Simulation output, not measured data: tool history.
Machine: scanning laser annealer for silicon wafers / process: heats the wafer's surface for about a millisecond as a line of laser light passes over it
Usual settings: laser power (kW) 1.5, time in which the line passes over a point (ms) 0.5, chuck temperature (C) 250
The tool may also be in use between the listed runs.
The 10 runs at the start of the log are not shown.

run,hour,laser power (kW),time in which the line passes over a point (ms),chuck temperature (C),highest temperature of the surface (C)
11,210.3,1.5,0.5,246,937
12,235.6,1.5,0.5,246,936
13,266.7,1.5,0.5,236,922
14,280.3,1.5,0.5,250,937
15,308.3,1.5,0.5,250,934
16,331.4,1.5,0.5,250,931
17,353.1,1.283,0.463,217,748
18,373.8,1.5,0.41,250,862
19,403.7,1.5,0.41,250,859
20,427.7,1.469,0.543,251,939
# hour 437.7: window over the wafer cleaned
21,449.5,1.469,0.543,251,991
22,467.3,1.469,0.543,251,988
23,480.6,1.423,0.508,268,950
24,496.5,1.493,0.393,244,878
25,519.3,1.493,0.562,226,994

What does the tool deliver on the next run?
26,544,1.378,0.36,250,?

{"run 26": {"highest temperature of the surface (C)": 793}}
With no hidden state in the tool, this same run would have given highest temperature of the surface (C) 805.
